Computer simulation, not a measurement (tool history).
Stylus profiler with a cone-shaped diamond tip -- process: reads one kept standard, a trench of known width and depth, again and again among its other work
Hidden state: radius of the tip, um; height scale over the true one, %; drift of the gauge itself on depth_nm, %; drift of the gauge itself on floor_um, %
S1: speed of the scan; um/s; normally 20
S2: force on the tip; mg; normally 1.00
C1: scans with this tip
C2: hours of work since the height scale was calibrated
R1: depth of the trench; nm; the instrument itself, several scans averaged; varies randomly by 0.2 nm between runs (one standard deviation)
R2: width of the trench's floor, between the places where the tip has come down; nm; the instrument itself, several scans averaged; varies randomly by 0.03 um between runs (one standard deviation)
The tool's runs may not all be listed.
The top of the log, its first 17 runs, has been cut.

| run | hour | S1 | S2 | C1 | C2 | R1 | R2 |
|---|---|---|---|---|---|---|---|
| 18 | 2061.7 | 10 | 1.04 | 1173 | 127 | 1006.92 | 14000 |
| 19 | 2147.5 | 16 | 0.46 | 1654 | 179 | 1004.35 | 13850 |
| 20 | 2220.7 | 20 | 0.48 | 2064 | 224 | 1004.23 | 13840 |
| 21 | 2367.6 | 7 | 0.61 | 2888 | 313 | 1005.26 | 13950 |
| 22 | 2431.0 | 7 | 0.61 | 3243 | 352 | 1004.59 | 13980 |
| 23 | 2554.5 | 17 | 0.39 | 3935 | 427 | 1003.71 | 13880 |
| 24 | 2624.4 | 17 | 0.39 | 4327 | 469 | 1003.83 | 13940 |
| 25 | 2765.3 | 21 | 0.60 | 5116 | 555 | 1005.03 | 13840 |
| 26 | 2831.9 | 66 | 0.38 | 5490 | 595 | 1003.57 | 13520 |
| 27 | 2922.4 | 8 | 2.61 | 5997 | 650 | 1013.27 | 14000 |
| 28 | 3019.3 | 12 | 2.01 | 6540 | 709 | 1010.83 | 13980 |
| 29 | 3113.6 | 17 | 0.68 | 7069 | 766 | 1005.11 | 13900 |
| 30 | 3186.1 | 13 | 0.89 | 7475 | 810 | 1006.37 | 13910 |

Each row is a separate what-if for the run after 30, all from the same tool condition, not one after another. Results?
| A | 3332.0 | 6 | 1.18 | 8293 | 899 | ? | ? |
| B | 3332.0 | 40 | 1.20 | 8293 | 899 | ? | ? |
| C | 3332.0 | 14 | 0.72 | 8293 | 899 | ? | ? |

| run | R1 | R2 |
|---|---|---|
| A | 1007.75 | 13910 |
| B | 1007.83 | 13830 |
| C | 1006.00 | 13920 |
With no hidden state in the tool, these same runs would have given:
| run | R1 | R2 |
|---|---|---|
| A | 1007.74 | 13930 |
| B | 1007.82 | 13850 |
| C | 1005.99 | 13940 |
